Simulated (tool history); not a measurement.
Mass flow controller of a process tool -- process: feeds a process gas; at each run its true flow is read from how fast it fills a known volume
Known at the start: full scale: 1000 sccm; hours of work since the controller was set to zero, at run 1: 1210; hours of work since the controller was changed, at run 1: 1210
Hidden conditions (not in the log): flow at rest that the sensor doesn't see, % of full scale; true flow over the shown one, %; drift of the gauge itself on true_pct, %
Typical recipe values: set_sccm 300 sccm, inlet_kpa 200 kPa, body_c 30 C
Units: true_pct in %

run    hour  set_sccm  inlet_kpa  body_c  hours of work since the controller was set to zero  hours of work since the controller was changed  true_pct
  1     0.0       300        200      30                                                1210                                            1210     98.71
  2    62.8       300        200      30                                                1232                                            1232     98.57
  3   137.2       300        200      30                                                1257                                            1257     98.66
  4   205.8       300        245      30                                                1281                                            1281     98.48
  5   279.0       440        200      30                                                1307                                            1307     98.74
  6   345.6       440        200      30                                                1330                                            1330     98.97
  7   417.2       300        200      35                                                1355                                            1355     98.74
  8   478.3       300        253      30                                                1376                                            1376     98.37
  9   559.2       300        200      30                                                1404                                            1404     98.87
 10   639.3       300        200      30                                                1432                                            1432     98.68
 11   681.0       300        200      30                                                1446                                            1446     98.64
 12   776.4       238        200      30                                                1479                                            1479     98.39
 13   816.5       238        200      30                                                1493                                            1493     98.44
 14   898.2       300        200      30                                                1522                                            1522     98.47
 15   946.2       300        200      30                                                1538                                            1538     98.51
 16   993.7       300        200      30                                                1555                                            1555     98.62
 17  1077.9       482        267      24                                                1584                                            1584     98.23
 18  1172.1       482        267      39                                                1617                                            1617     98.68
 19  1254.5       486        193      30                                                1645                                            1645     98.94
 20  1294.5       726        200      22                                                1659                                            1659     99.10
 21  1336.4       300        227      33                                                1674                                            1674     98.52
 22  1418.8       300        227      33                                                1702                                            1702     98.36
 23  1457.9       356        200      30                                                1716                                            1716     98.61
 24  1519.9       356        216      30                                                1737                                            1737     98.59
 25  1612.3       350        163      22                                                1769                                            1769     98.54
 26  1674.4       350        156      22                                                1791                                            1791     98.65
 27  1728.6       300        246      30                                                1810                                            1810     98.21
 28  1818.3       300        220      30                                                1841                                            1841     98.44
 29  1884.0       117        220      37                                                1864                                            1864     97.80
 30  1975.8       657        145      37                                                1896                                            1896     99.47
 31  2056.6       148        249      28                                                1924                                            1924     97.62
 32  2143.9       148        249      28                                                1954                                            1954     97.76

Alternative continuations, all from the tool just after run 32; predict every row:
  A  2212.1       154        181      24                                                1978                                            1978         ?
  B  2212.1       304        156      38                                                1978                                            1978         ?
  C  2212.1       443        152      22                                                1978                                            1978         ?

run  true_pct
  A     98.01
  B     98.83
  C     98.83
Take away the tool's hidden state, keep each run's random variation, and the runs would have read:
run  true_pct
  A     99.21
  B     99.71
  C     99.60
